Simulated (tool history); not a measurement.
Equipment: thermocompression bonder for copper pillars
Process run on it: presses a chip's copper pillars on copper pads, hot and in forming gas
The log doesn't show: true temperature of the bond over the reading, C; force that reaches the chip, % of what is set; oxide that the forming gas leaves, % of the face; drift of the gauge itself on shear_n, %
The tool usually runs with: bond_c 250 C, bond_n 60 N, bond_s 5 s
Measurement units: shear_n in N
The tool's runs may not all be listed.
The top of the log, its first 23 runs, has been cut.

run   hour  bond_c  bond_n  bond_s  hours of work since the heater was calibrated  hours of work since the force cell was calibrated  hours of work since the gas filter was changed  shear_n
 24  548.6     264      59      10                                             64                                                712                                              39     88.1
 25  577.1     264      59      10                                             77                                                724                                              51     87.2
 26  600.4     278      43       9                                             87                                                735                                              62       77
 27  623.5     278      43       9                                             98                                                745                                              72     76.4
 28  645.4     250      70       4                                            107                                                755                                              82     74.8
 29  668.4     271      46       3                                            118                                                765                                              92     57.3
 30  700.1     232      56       5                                            132                                                779                                             106     57.2
 31    731     260      46       6                                            145                                                793                                             120     64.1
 32  756.5     260      46       6                                            157                                                804                                             131     63.8
 33    773     260      46       6                                            164                                                811                                             138     64.1
 34  798.1     246      60       5                                            175                                                823                                             149     67.9
 35  823.1     246      83       5                                            186                                                834                                             161     83.1
 36  840.5     246      83       5                                            194                                                841                                             168     83.2
 37  858.7     260      37       9                                            202                                                849                                             176     59.3
 38    881     261      81       5                                            212                                                859                                             186     87.4
 39  910.7     264      81       3                                            225                                                873                                             199     81.5

5 ways to go on from here, each from the tool as it stands after run 39. What would each give?
  A  943.8     246      85       3                                            240                                                887                                             214        ?
  B  943.8     234      40       5                                            240                                                887                                             214        ?
  C  943.8     259      60       5                                            240                                                887                                             214        ?
  D  943.8     266      60       3                                            240                                                887                                             214        ?
  E  943.8     235      57       7                                            240                                                887                                             214        ?

run  shear_n
  A     76.2
  B     40.9
  C     73.1
  D     67.6
  E     65.1
What these runs would have given with no unlogged condition in the tool:
run  shear_n
  A     77.5
  B     40.5
  C     74.2
  D     68.3
  E     65.5
